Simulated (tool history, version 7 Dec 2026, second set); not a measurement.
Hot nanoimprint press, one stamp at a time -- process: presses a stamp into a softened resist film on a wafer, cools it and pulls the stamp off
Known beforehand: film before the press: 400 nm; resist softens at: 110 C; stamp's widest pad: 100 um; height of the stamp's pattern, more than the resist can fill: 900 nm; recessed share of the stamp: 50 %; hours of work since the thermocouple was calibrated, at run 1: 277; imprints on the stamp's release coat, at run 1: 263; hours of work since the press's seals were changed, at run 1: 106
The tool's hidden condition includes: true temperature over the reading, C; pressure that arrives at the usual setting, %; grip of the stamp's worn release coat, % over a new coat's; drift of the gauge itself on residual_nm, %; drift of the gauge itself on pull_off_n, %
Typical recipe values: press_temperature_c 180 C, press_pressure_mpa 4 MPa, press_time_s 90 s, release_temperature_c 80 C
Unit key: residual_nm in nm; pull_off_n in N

run	hour	press_temperature_c	press_pressure_mpa	press_time_s	release_temperature_c	hours of work since the thermocouple was calibrated	imprints on the stamp's release coat	hours of work since the press's seals were changed	residual_nm	pull_off_n
1	0	180	4	90	80	277	263	106	136.3	139
2	76.2	180	4	90	76	317	437	147	135.9	163
3	121	180	4	90	76	341	539	170	136	171
4	207	180	4	90	80	387	734	216	134.7	156
5	251.2	180	4	90	80	410	834	239	133.9	166
6	302.4	180	4	90	80	438	951	267	134.3	164
# hour 316.9: plate thermocouple calibrated
# hour 340.6: stamp cleaned and given a new release coat
7	397.1	180	4	90	80	39	129	312	127.4	134
8	465.1	180	4	90	71	76	283	348	127.8	172
9	504.6	180	4	90	80	97	373	369	127.2	143
# hour 524.7: plate thermocouple calibrated, once more
10	585.9	180	4	90	80	33	551	411	145.6	163
11	628.8	180	4	90	80	55	648	434	144.3	161
12	704.2	180	4	90	80	95	820	474	143.6	169
13	783.1	177	4	90	80	137	999	516	166.3	181
# hour 796.5: stamp cleaned and given a new release coat
14	835.9	180	4	90	80	162	90	541	144.7	139
15	921.4	180	4	90	80	208	284	586	142.2	145
16	981.2	180	4	90	80	239	420	618	141.5	155
17	1036.2	180	3.37	90	80	269	545	647	153.3	161
# hour 1058.7: press's hydraulic seals changed and the load cell set to zero
18	1119.7	184	2.7	159	77	309	716	32	114.1	174
19	1168.7	185	4	66	80	335	828	58	123.1	165
20	1241.4	191	4	90	80	373	993	97	84.8	170
# hour 1257.5: stamp cleaned and given a new release coat
21	1330.5	180	4	90	82	418	166	141	136	134
# hour 1380.6: plate thermocouple calibrated
22	1398.1	180	5.59	155	80	9	313	176	94.4	150
23	1455.4	175	4.72	53	71	40	443	206	199.3	193
24	1523.5	175	4.72	108	66	76	598	242	153.1	210
25	1562.2	175	4.72	108	66	97	686	263	152.9	218
26	1646.8	176	4	90	80	141	878	308	168.6	165
# hour 1712.6: stamp cleaned and given a new release coat
27	1727.9	180	2.97	90	80	181	35	348	162.5	135
28	1782.7	180	2.97	151	80	211	159	377	133.8	140
29	1845.3	185	2.74	75	75	244	301	410	145.6	165

Forecast each of these 3 alternatives for the next run:
A	1885	185	2.74	75	66	265	392	431	?	?
B	1885	180	4	90	87	265	392	431	?	?
C	1885	174	2.87	90	80	265	392	431	?	?

run	residual_nm	pull_off_n
A	143.8	207
B	139.1	126
C	213	151
With no hidden state in the tool, these same runs would have given:
run	residual_nm	pull_off_n
A	147.6	189
B	142.3	116
C	218.8	139

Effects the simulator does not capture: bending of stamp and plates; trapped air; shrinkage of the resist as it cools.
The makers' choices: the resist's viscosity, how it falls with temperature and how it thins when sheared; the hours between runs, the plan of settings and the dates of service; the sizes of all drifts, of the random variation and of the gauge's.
